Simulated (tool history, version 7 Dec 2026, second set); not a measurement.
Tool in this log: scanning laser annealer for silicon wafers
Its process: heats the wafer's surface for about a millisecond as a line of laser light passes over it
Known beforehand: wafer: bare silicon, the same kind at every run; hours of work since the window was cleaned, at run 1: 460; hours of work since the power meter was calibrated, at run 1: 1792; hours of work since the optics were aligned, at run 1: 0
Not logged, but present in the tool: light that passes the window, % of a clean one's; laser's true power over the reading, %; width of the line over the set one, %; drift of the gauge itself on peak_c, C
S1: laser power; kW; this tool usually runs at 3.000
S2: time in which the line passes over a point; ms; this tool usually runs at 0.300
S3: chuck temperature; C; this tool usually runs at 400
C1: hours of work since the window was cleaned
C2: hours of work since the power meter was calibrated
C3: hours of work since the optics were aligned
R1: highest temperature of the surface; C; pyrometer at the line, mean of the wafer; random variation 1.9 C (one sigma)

run,day,S1,S2,S3,C1,C2,C3,R1
1,0.000,3.000,0.300,400,460,1792,0,1177
2,3.333,3.000,0.300,400,513,1845,53,1180
3,5.033,3.000,0.300,400,540,1872,80,1175
4,8.554,3.000,0.300,400,595,1928,136,1178
5,10.133,3.000,0.300,400,620,1953,161,1177
6,11.988,3.000,0.300,400,650,1982,190,1176
7,14.921,3.000,0.300,400,696,2029,236,1180
8,17.967,3.000,0.211,400,745,2077,285,1042
9,19.588,3.000,0.211,400,770,2103,310,1040
10,22.129,2.834,0.300,400,811,2143,351,1123
11,24.171,2.834,0.300,364,843,2175,383,1085
# day 25.204: window over the wafer cleaned
12,27.483,2.834,0.362,364,36,2227,434,1161
13,31.325,2.834,0.362,364,97,2288,495,1161
14,34.792,2.834,0.362,364,152,2343,550,1166
15,38.462,3.173,0.216,415,210,2401,608,1117
16,41.500,3.173,0.216,415,258,2449,656,1112
17,43.121,3.000,0.357,408,284,2475,682,1266
18,44.754,3.000,0.250,400,310,2500,708,1104
# day 45.800: optics aligned, line set to its width
19,47.712,3.172,0.273,409,353,2544,30,1212
20,49.358,2.845,0.300,362,380,2570,56,1088
21,51.483,2.845,0.300,362,413,2604,90,1089
22,53.888,2.845,0.300,362,451,2642,128,1089
23,56.600,3.222,0.300,400,494,2685,171,1258

Alternative continuations, all from the tool just after run 23; predict every row:
A,59.350,2.993,0.300,400,538,2728,215,?
B,59.350,2.593,0.300,400,538,2728,215,?
C,59.350,3.087,0.214,383,538,2728,215,?
D,59.350,3.000,0.308,400,538,2728,215,?
E,59.350,3.090,0.300,400,538,2728,215,?

run,R1
A,1176
B,1044
C,1055
D,1191
E,1207
Had the tool no hidden state, the same runs would have come out as:
run,R1
A,1177
B,1044
C,1056
D,1192
E,1208
